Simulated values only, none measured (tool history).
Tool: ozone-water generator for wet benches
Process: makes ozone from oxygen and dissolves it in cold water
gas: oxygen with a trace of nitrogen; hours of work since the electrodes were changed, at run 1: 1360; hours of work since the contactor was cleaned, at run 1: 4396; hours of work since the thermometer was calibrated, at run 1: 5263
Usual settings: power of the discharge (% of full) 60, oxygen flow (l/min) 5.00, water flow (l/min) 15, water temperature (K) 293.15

| run | hour | power of the discharge (% of full) | oxygen flow (l/min) | water flow (l/min) | water temperature (K) | hours of work since the electrodes were changed | hours of work since the contactor was cleaned | hours of work since the thermometer was calibrated | dissolved ozone (ppm) | ozone in the gas ahead of the water (g/m3) |
|---|---|---|---|---|---|---|---|---|---|---|
| 1 | 0.0 | 60 | 5.00 | 15 | 293.15 | 1360 | 4396 | 5263 | 27.8 | 216.7 |
| 2 | 79.4 | 60 | 5.00 | 15 | 293.15 | 1411 | 4446 | 5314 | 27.4 | 218.8 |
| 3 | 155.4 | 60 | 5.00 | 15 | 294.15 | 1460 | 4495 | 5362 | 27.1 | 219.6 |
| 4 | 217.4 | 60 | 5.00 | 15 | 294.15 | 1499 | 4534 | 5402 | 27.1 | 217.3 |
| 5 | 261.4 | 60 | 5.00 | 15 | 299.15 | 1527 | 4563 | 5430 | 24.3 | 217.1 |
| 6 | 328.7 | 60 | 5.00 | 15 | 299.15 | 1570 | 4606 | 5473 | 24.8 | 218.2 |
| 7 | 401.2 | 60 | 5.00 | 15 | 299.15 | 1617 | 4652 | 5519 | 24.8 | 218.4 |
| 8 | 485.7 | 60 | 5.00 | 15 | 293.15 | 1671 | 4706 | 5573 | 27.3 | 218.5 |
|  | 556.7 | water thermometer calibrated |
| 9 | 562.5 | 60 | 5.00 | 15 | 293.15 | 1719 | 4755 | 4 | 27.6 | 218.0 |
| 10 | 632.8 | 60 | 5.00 | 14 | 293.15 | 1764 | 4800 | 49 | 29.1 | 216.5 |
| 11 | 706.7 | 60 | 5.00 | 14 | 293.15 | 1812 | 4847 | 96 | 28.9 | 219.6 |
|  | 716.2 | contactor cleaned |
| 12 | 792.2 | 60 | 5.00 | 15 | 293.15 | 1864 | 49 | 148 | 26.6 | 217.9 |
| 13 | 835.6 | 60 | 5.00 | 15 | 291.15 | 1891 | 76 | 176 | 27.3 | 216.2 |
| 14 | 870.9 | 100 | 5.00 | 15 | 293.15 | 1914 | 99 | 198 | 35.9 | 293.8 |
| 15 | 946.0 | 60 | 5.00 | 15 | 293.15 | 1962 | 147 | 246 | 26.3 | 216.8 |
| 16 | 988.2 | 60 | 5.00 | 15 | 293.15 | 1989 | 174 | 273 | 26.4 | 216.1 |
| 17 | 1036.3 | 60 | 5.00 | 15 | 293.15 | 2020 | 205 | 304 | 26.3 | 215.5 |
| 18 | 1082.1 | 60 | 5.00 | 15 | 293.15 | 2049 | 234 | 333 | 26.5 | 218.1 |
|  | 1106.3 | contactor cleaned, once more |
| 19 | 1157.9 | 60 | 5.00 | 15 | 293.15 | 2095 | 33 | 379 | 27.7 | 217.4 |
| 20 | 1216.1 | 60 | 2.79 | 15 | 293.15 | 2132 | 70 | 416 | 28.2 | 303.4 |
| 21 | 1267.6 | 79 | 5.00 | 15 | 293.15 | 2165 | 103 | 449 | 33.1 | 252.1 |
| 22 | 1311.1 | 79 | 2.70 | 14 | 293.15 | 2193 | 131 | 477 | 35.5 | 357.6 |
| 23 | 1378.2 | 79 | 2.70 | 14 | 293.15 | 2236 | 174 | 520 | 34.9 | 360.7 |
| 24 | 1415.5 | 79 | 2.70 | 14 | 293.15 | 2259 | 198 | 544 | 34.7 | 361.5 |
| 25 | 1458.1 | 79 | 2.70 | 14 | 293.15 | 2287 | 225 | 571 | 35.0 | 362.2 |
| 26 | 1515.0 | 79 | 2.70 | 14 | 293.15 | 2323 | 261 | 607 | 35.4 | 358.2 |
| 27 | 1551.6 | 79 | 2.70 | 14 | 293.15 | 2346 | 285 | 631 | 35.4 | 355.2 |
| 28 | 1589.6 | 79 | 2.70 | 14 | 293.15 | 2371 | 309 | 655 | 34.8 | 359.2 |
| 29 | 1659.0 | 79 | 2.70 | 14 | 293.15 | 2415 | 353 | 699 | 35.2 | 357.7 |
| 30 | 1705.1 | 48 | 3.09 | 9 | 290.15 | 2444 | 383 | 729 | 37.5 | 250.7 |
| 31 | 1770.4 | 48 | 3.09 | 9 | 290.15 | 2486 | 424 | 770 | 37.7 | 248.1 |

How the hidden state differs across the entries between the runs, from the last listed run before each to the first after it:
Between runs 8 and 9: water thermometer calibrated (hour 556.7)
  contactor's efficiency, % of a clean one's: 91.7 -> 91.6; true water temperature over the reading, C: 0.36 -> 0.13
  measured less the result without the state, dissolved ozone (ppm): -1.7 -> -1.6; ozone in the gas ahead of the water (g/m3): -4.0 -> -4.1
Between runs 11 and 12: contactor cleaned (hour 716.2)
  yield of the discharge, % of new electrodes': 97.8 -> 97.7; contactor's efficiency, % of a clean one's: 91.5 -> 85.4
  measured less the result without the state, dissolved ozone (ppm): -1.6 -> -2.4; ozone in the gas ahead of the water (g/m3): -4.4 -> -4.6
Between runs 18 and 19: contactor cleaned, once more (hour 1106.3)
  yield of the discharge, % of new electrodes': 97.4 -> 97.3; contactor's efficiency, % of a clean one's: 85.1 -> 99.2; true water temperature over the reading, C: 0.15 -> 0.16
  measured less the result without the state, dissolved ozone (ppm): -2.5 -> -0.9; ozone in the gas ahead of the water (g/m3): -5.2 -> -5.4

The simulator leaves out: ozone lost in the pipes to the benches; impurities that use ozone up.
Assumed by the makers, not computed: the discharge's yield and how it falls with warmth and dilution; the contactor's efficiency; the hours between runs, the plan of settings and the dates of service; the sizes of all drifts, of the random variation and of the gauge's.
